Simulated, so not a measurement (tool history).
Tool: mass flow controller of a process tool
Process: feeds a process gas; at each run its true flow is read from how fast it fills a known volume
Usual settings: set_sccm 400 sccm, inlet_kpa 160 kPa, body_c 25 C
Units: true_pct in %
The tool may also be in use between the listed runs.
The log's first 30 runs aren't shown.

run    hour  set_sccm  inlet_kpa  body_c  true_pct
 31  4033.7       925        171      39     98.77
 32  4128.5       339        160      30     98.61
 33  4207.6       297        215      25     98.62
 34  4329.3       349        198      27     98.62
 35  4439.1       349        198      27     98.62
 36  4603.9       781        196      38     98.33
 37  4758.2       781        209      38     98.32
 38  4876.4       781        209      38     98.23
 39  4994.4       435        270      27     98.33

5 ways to go on from here, each from the tool as it stands after run 39. What would each give?
  A  5161.4       104        160      26         ?
  B  5161.4       353        153      33         ?
  C  5161.4       175        177      24         ?
  D  5161.4       282        270      27         ?
  E  5161.4       784        159      38         ?

run  true_pct
  A     98.51
  B     98.35
  C     98.75
  D     98.23
  E     98.60
Without the tool's hidden state the same runs would have given:
run  true_pct
  A     98.45
  B     98.32
  C     98.71
  D     98.20
  E     98.57
